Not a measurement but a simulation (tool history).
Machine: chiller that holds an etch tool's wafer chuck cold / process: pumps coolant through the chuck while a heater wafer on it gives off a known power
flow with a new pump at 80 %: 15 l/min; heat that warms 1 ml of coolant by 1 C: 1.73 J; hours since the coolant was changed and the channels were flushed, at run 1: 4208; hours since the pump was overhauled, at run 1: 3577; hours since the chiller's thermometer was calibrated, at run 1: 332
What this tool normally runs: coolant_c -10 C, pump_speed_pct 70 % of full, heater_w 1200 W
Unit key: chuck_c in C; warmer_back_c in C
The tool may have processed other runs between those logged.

run    hour  coolant_c  pump_speed_pct  heater_w  hours since the coolant was changed and the channels were flushed  hours since the pump was overhauled  hours since the chiller's thermometer was calibrated  chuck_c  warmer_back_c
  1       0        -10              70      1200                                                               4208                                 3577                                                   332    -0.84           3.34
  2    54.1        -10              70      1117                                                               4262                                 3631                                                   386    -1.58           3.12
  3   159.9        -10              70      1117                                                               4368                                 3737                                                   492    -1.68           3.11
  4   258.3        -10              70      1200                                                               4466                                 3835                                                   590    -1.01           3.35
  5   326.2        -10              70      1200                                                               4534                                 3903                                                   658    -0.79           3.36
  6     429        -10              70      1200                                                               4637                                 4006                                                   761    -0.86           3.37
  7   521.9        -12              70      1200                                                               4730                                 4099                                                   854    -2.83           3.38
  8   612.7        -12              70      1200                                                               4821                                 4190                                                   945    -2.89           3.37
  9   671.7        -12              70      1200                                                               4880                                 4249                                                  1004    -2.92           3.38
 10   731.9        -10              75      1200                                                               4940                                 4309                                                  1064     -1.2           3.16
 11   835.6        -10              75      1200                                                               5044                                 4413                                                  1168    -1.13           3.14
      845.9  -- coolant pump overhauled
 12   902.7        -10              75      1200                                                               5106                                   57                                                  1230    -0.98           3.25
 13     982         -6              70      1200                                                               5185                                  136                                                  1309     3.47           3.48
 14    1090         -6              70      1200                                                               5293                                  244                                                  1417     3.46           3.51
 15  1173.7        -10              70      1200                                                               5377                                  328                                                  1501    -0.52           3.52
 16  1231.4        -10              70      1200                                                               5434                                  386                                                  1559    -0.46           3.49

Forecast run 17:
 17  1335.8        -13              98      1200                                                               5539                                  490                                                  1663        ?              ?

chuck_c: -5.19 C
warmer_back_c: 2.52 C
With the hidden condition absent and the run-to-run variation left alone, this run would have shown chuck_c -6.46 C, warmer_back_c 2.26 C.
